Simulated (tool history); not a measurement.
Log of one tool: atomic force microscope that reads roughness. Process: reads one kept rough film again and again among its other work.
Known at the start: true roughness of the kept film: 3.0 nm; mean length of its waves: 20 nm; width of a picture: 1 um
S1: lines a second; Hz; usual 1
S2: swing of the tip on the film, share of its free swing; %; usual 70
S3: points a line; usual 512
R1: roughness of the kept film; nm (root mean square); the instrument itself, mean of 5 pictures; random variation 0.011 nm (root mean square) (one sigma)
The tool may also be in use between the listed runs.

{"run": 1, "hour": 0.0, "S1": 1, "S2": 70, "S3": 512, "R1": 2.255}
{"run": 2, "hour": 8.3, "S1": 1, "S2": 59, "S3": 512, "R1": 2.223}
{"run": 3, "hour": 15.8, "S1": 0.56, "S2": 70, "S3": 512, "R1": 2.177}
{"run": 4, "hour": 22.3, "S1": 0.56, "S2": 70, "S3": 512, "R1": 2.138}
{"hour": 24.2, "done": "height scale calibrated on a step standard"}
{"run": 5, "hour": 35.8, "S1": 0.56, "S2": 70, "S3": 512, "R1": 2.076}
{"run": 6, "hour": 47.2, "S1": 0.56, "S2": 70, "S3": 512, "R1": 2.035}
{"run": 7, "hour": 58.9, "S1": 0.92, "S2": 59, "S3": 512, "R1": 1.977}
{"run": 8, "hour": 69.8, "S1": 0.92, "S2": 59, "S3": 512, "R1": 1.94}
{"hour": 72.9, "done": "height scale calibrated on a step standard, once more"}
{"run": 9, "hour": 82.7, "S1": 2.61, "S2": 57, "S3": 512, "R1": 1.868}
{"run": 10, "hour": 92.5, "S1": 0.75, "S2": 72, "S3": 282, "R1": 1.838}
{"run": 11, "hour": 99.9, "S1": 0.75, "S2": 72, "S3": 282, "R1": 1.778}

Forecast each of these 5 alternatives for the next run:
{"run": "A", "hour": 108.7, "S1": 1.8, "S2": 80, "S3": 1011, "R1": "?"}
{"run": "B", "hour": 108.7, "S1": 1, "S2": 60, "S3": 512, "R1": "?"}
{"run": "C", "hour": 108.7, "S1": 2.16, "S2": 88, "S3": 455, "R1": "?"}
{"run": "D", "hour": 108.7, "S1": 1.01, "S2": 58, "S3": 512, "R1": "?"}
{"run": "E", "hour": 108.7, "S1": 0.71, "S2": 72, "S3": 282, "R1": "?"}

run=A R1=1.699
run=B R1=1.812
run=C R1=1.583
run=D R1=1.786
run=E R1=1.757
Without the tool's hidden state the same runs would have given:
run=A R1=2.407
run=B R1=2.564
run=C R1=2.239
run=D R1=2.53
run=E R1=2.487
